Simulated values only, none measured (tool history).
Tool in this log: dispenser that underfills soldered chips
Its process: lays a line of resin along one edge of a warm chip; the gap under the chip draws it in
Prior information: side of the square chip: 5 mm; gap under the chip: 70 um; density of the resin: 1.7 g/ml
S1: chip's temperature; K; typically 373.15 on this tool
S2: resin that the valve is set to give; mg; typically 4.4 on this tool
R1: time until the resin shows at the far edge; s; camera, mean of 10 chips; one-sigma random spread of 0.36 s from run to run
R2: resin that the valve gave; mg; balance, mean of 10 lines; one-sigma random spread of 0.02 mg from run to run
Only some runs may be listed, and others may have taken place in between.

run	day	S1	S2	R1	R2
1	0	373.15	4.4	28.6	4.25
# day 0.025: new syringe of resin
2	0.162	367.15	4.4	26.9	4.25
3	0.329	369.15	4.4	27.5	4.23
4	0.417	369.15	4.4	28.8	4.25
5	0.512	373.15	4.4	28.1	4.25
# day 0.617: new syringe of resin
6	0.708	373.15	4.4	22	4.22
7	0.821	373.15	4.4	23.3	4.24
8	0.996	366.15	4.4	32.4	4.19
9	1.142	366.15	4.4	34.9	4.22
# day 1.212: new syringe of resin
10	1.258	373.15	4.4	20.8	4.16
11	1.354	373.15	4.4	22.2	4.18
12	1.45	373.15	4.4	23.5	4.23
13	1.596	379.15	4.4	21	4.17
14	1.758	379.15	4.4	23.4	4.18
# day 1.808: new syringe of resin
15	1.942	379.15	4.4	18.7	4.21
16	2.108	370.15	5.08	25.8	4.79
17	2.258	370.15	5.08	28.4	4.77
18	2.379	378.15	5.08	23.9	4.75
# day 2.404: new syringe of resin
19	2.525	377.15	5.21	19.1	4.94
20	2.625	377.15	4.53	19.9	4.29
21	2.804	365.15	3.75	35.1	3.52
22	2.912	361.15	4.4	39.4	4.11
# day 3: new syringe of resin
23	3.121	365.15	4.89	28.2	4.57
24	3.292	369.15	4.86	27	4.55
25	3.388	360.15	4.8	38.4	4.48
26	3.521	373.15	5.6	26.7	5.22
# day 3.6: new syringe of resin
27	3.65	373.15	4.84	20.8	4.45

Predict each of these 5 candidate next runs independently; none follows another, all start after run 27:
A	3.804	369.15	4.4	?	?
B	3.804	383.15	4.4	?	?
C	3.804	373.15	5.11	?	?
D	3.804	366.15	5.06	?	?
E	3.804	359.15	4.39	?	?

run	R1	R2
A	26.1	4.07
B	17.5	4.1
C	23	4.7
D	28.1	4.7
E	36.2	4.08
Without the tool's unlogged condition, the same runs would have read:
run	R1	R2
A	23.5	4.39
B	15.7	4.42
C	20.8	5.07
D	25.5	5.07
E	32.6	4.4
